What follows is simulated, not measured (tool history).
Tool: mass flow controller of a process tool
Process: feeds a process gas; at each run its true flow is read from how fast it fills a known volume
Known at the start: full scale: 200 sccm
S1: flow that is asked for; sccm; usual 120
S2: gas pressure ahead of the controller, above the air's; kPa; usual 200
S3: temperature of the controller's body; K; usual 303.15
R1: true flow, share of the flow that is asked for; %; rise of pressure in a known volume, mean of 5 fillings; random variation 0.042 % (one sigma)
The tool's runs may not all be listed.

run 1 hour=0.0 | S1=120 S2=200 S3=303.15 | R1=99.03
run 2 hour=80.0 | S1=120 S2=200 S3=303.15 | R1=99.08
run 3 hour=179.0 | S1=120 S2=200 S3=303.15 | R1=99.19
run 4 hour=285.7 | S1=120 S2=200 S3=303.15 | R1=99.19
run 5 hour=403.0 | S1=120 S2=200 S3=303.15 | R1=99.29
run 6 hour=496.2 | S1=120 S2=200 S3=303.15 | R1=99.27
run 7 hour=608.2 | S1=120 S2=200 S3=303.15 | R1=99.31
run 8 hour=677.1 | S1=119 S2=200 S3=303.15 | R1=99.38
run 9 hour=737.3 | S1=119 S2=200 S3=303.15 | R1=99.42
run 10 hour=831.9 | S1=120 S2=143 S3=303.15 | R1=99.31
run 11 hour=917.1 | S1=58 S2=183 S3=306.15 | R1=98.71
run 12 hour=999.6 | S1=120 S2=261 S3=301.15 | R1=99.61
run 13 hour=1073.8 | S1=120 S2=186 S3=303.15 | R1=99.55
run 14 hour=1159.0 | S1=25 S2=153 S3=310.15 | R1=98.32
run 15 hour=1220.8 | S1=25 S2=153 S3=310.15 | R1=98.30
run 16 hour=1318.9 | S1=31 S2=162 S3=305.15 | R1=98.75

Hidden state or all else? Some run-to-run changes of R1, split into what the settings, what came in and random variation would give without the hidden state, and what is left for the hidden state (with any gauge scatter that isn't in both results):
The hidden state here: flow at rest that the sensor doesn't see, % of full scale; true flow over the shown one, %; drift of the gauge itself on true_pct, %.
Run 4 -> 5: no setting changed, nothing entered. R1 +0.10 %: hidden state +0.05, all else +0.05.
Run 13 -> 14: S1 120 -> 25, S2 186 -> 153, S3 303.15 -> 310.15. R1 -1.23 %: hidden state +0.03, all else -1.26.

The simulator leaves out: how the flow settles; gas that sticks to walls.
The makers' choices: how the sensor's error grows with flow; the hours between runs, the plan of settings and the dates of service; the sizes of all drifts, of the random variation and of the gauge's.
